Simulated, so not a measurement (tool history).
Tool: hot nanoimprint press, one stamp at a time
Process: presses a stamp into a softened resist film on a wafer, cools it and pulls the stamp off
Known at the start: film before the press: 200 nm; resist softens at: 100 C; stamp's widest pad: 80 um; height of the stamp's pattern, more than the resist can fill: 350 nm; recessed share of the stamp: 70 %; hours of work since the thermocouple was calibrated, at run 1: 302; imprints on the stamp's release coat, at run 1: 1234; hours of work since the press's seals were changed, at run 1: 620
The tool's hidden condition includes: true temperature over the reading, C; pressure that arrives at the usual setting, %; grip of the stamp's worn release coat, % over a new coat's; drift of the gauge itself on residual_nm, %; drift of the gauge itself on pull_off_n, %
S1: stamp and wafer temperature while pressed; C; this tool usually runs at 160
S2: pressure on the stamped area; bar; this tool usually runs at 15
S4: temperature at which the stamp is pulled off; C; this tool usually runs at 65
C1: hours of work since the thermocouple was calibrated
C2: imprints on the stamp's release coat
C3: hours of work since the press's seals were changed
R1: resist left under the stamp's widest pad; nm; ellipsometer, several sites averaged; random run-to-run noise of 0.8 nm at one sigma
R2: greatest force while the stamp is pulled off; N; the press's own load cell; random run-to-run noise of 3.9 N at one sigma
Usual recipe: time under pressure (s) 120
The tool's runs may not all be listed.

run 1 hour=0 | S1=160 S2=15 time_under_pressure_(s)=120 S4=65 | C1=302 C2=1234 C3=620 | R1=108.5 R2=247
run 2 hour=32.5 | S1=160 S2=15 time_under_pressure_(s)=120 S4=65 | C1=327 C2=1373 C3=645 | R1=110.4 R2=246
-- hour=44.9 stamp cleaned and given a new release coat
run 3 hour=75 | S1=160 S2=15 time_under_pressure_(s)=120 S4=56 | C1=355 C2=129 C3=673 | R1=110.2 R2=211
-- hour=80.7 plate thermocouple calibrated
run 4 hour=100 | S1=160 S2=15 time_under_pressure_(s)=120 S4=56 | C1=15 C2=223 C3=690 | R1=114.3 R2=216
run 5 hour=126.3 | S1=160 S2=15 time_under_pressure_(s)=95 S4=56 | C1=35 C2=335 C3=710 | R1=122.9 R2=227
run 6 hour=161.6 | S1=160 S2=15 time_under_pressure_(s)=120 S4=65 | C1=62 C2=486 C3=737 | R1=115.3 R2=207
run 7 hour=201.1 | S1=160 S2=15 time_under_pressure_(s)=120 S4=65 | C1=93 C2=655 C3=767 | R1=116.4 R2=217
run 8 hour=227.3 | S1=160 S2=15 time_under_pressure_(s)=120 S4=65 | C1=113 C2=766 C3=788 | R1=117 R2=221
-- hour=255.2 plate thermocouple calibrated, once more
run 9 hour=257.8 | S1=160 S2=15 time_under_pressure_(s)=120 S4=65 | C1=2 C2=883 C3=809 | R1=105.6 R2=217
run 10 hour=279.7 | S1=160 S2=15 time_under_pressure_(s)=120 S4=61 | C1=19 C2=977 C3=825 | R1=107.9 R2=241
run 11 hour=305.6 | S1=160 S2=15 time_under_pressure_(s)=120 S4=61 | C1=39 C2=1088 C3=845 | R1=106.1 R2=244
run 12 hour=322.9 | S1=160 S2=15 time_under_pressure_(s)=120 S4=61 | C1=52 C2=1162 C3=859 | R1=107.2 R2=240
run 13 hour=346 | S1=165 S2=15 time_under_pressure_(s)=120 S4=61 | C1=70 C2=1260 C3=876 | R1=87.5 R2=251
-- hour=385.3 stamp cleaned and given a new release coat
run 14 hour=388.2 | S1=165 S2=15 time_under_pressure_(s)=120 S4=61 | C1=97 C2=12 C3=904 | R1=88.3 R2=196
run 15 hour=426.1 | S1=165 S2=15 time_under_pressure_(s)=120 S4=61 | C1=127 C2=174 C3=933 | R1=88.2 R2=200

The next listed run, before its measurement:
run 16 hour=464.5 | S1=165 S2=15 time_under_pressure_(s)=120 S4=61 | C1=156 C2=338 C3=963 | R1=? R2=?

R1: 88.8 nm
R2: 208 N
Minus the tool's unlogged condition, the same run would have read R1 84.8 nm, R2 195 N.
